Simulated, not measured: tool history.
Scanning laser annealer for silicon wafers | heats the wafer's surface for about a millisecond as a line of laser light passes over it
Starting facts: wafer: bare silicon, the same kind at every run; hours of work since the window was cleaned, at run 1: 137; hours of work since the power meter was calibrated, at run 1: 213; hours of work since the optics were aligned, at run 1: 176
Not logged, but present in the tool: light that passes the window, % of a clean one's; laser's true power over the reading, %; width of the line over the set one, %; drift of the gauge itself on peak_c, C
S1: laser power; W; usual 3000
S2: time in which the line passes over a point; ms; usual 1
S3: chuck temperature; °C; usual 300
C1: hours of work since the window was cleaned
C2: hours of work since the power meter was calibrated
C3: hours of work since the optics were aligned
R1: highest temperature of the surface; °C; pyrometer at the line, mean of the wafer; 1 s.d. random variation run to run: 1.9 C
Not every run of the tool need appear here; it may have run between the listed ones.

Run 1, hour 0: usual settings; C1 137; C2 213; C3 176. Result: R1 1115 °C.
Run 2, hour 6.1: usual settings; C1 141; C2 218; C3 181. Result: R1 1116 °C.
Run 3, hour 19.1: usual settings but S1 2561 W; C1 151; C2 228; C3 191. Result: R1 965 °C.
Run 4, hour 33.9: usual settings but S1 2561 W; C1 162; C2 239; C3 202. Result: R1 964 °C.
Run 5, hour 47: usual settings but S3 272 °C; C1 172; C2 249; C3 212. Result: R1 1083 °C.
Run 6, hour 58.8: usual settings but S3 272 °C; C1 181; C2 258; C3 221. Result: R1 1085 °C.
Run 7, hour 72.2: usual settings but S3 272 °C; C1 191; C2 268; C3 231. Result: R1 1085 °C.
Run 8, hour 79.3: usual settings but S3 272 °C; C1 197; C2 273; C3 236. Result: R1 1085 °C.
Run 9, hour 88.4: usual settings but S3 272 °C; C1 204; C2 280; C3 243. Result: R1 1085 °C.
Run 10, hour 102.6: usual settings but S1 3216 W, S3 338 °C; C1 214; C2 291; C3 254. Result: R1 1221 °C.
Run 11, hour 110.1: usual settings but S1 3216 W, S3 338 °C; C1 220; C2 297; C3 260. Result: R1 1224 °C.
Run 12, hour 121.3: usual settings but S2 1.21 ms, S3 307 °C; C1 229; C2 305; C3 268. Result: R1 1192 °C.
Run 13, hour 130.1: usual settings but S1 2658 W, S2 1.07 ms, S3 271 °C; C1 235; C2 312; C3 275. Result: R1 983 °C.
Run 14, hour 140.8: usual settings but S1 2658 W, S2 1.07 ms, S3 271 °C; C1 243; C2 320; C3 283. Result: R1 980 °C.
Run 15, hour 148.7: usual settings but S1 2658 W, S2 1.07 ms, S3 271 °C; C1 249; C2 326; C3 289. Result: R1 985 °C.
Run 16, hour 156.4: usual settings but S1 2658 W, S2 1.07 ms, S3 271 °C; C1 255; C2 332; C3 295. Result: R1 983 °C.
Run 17, hour 170.7: usual settings but S1 2658 W, S2 1.07 ms, S3 271 °C; C1 266; C2 343; C3 306. Result: R1 983 °C.

4 ways to go on from here, each from the tool as it stands after run 17. What would each give?
Run A, hour 177.6: usual settings but S2 0.94 ms, S3 279 °C; C1 271; C2 348; C3 311. Result: R1 ?.
Run B, hour 177.6: usual settings but S1 2946 W, S2 0.78 ms, S3 278 °C; C1 271; C2 348; C3 311. Result: R1 ?.
Run C, hour 177.6: usual settings but S3 293 °C; C1 271; C2 348; C3 311. Result: R1 ?.
Run D, hour 177.6: usual settings but S2 1.14 ms; C1 271; C2 348; C3 311. Result: R1 ?.

run    R1
  A  1060
  B   983
  C  1097
  D  1153
Without the tool's unlogged condition, the same runs would have read:
run    R1
  A  1089
  B  1010
  C  1127
  D  1185
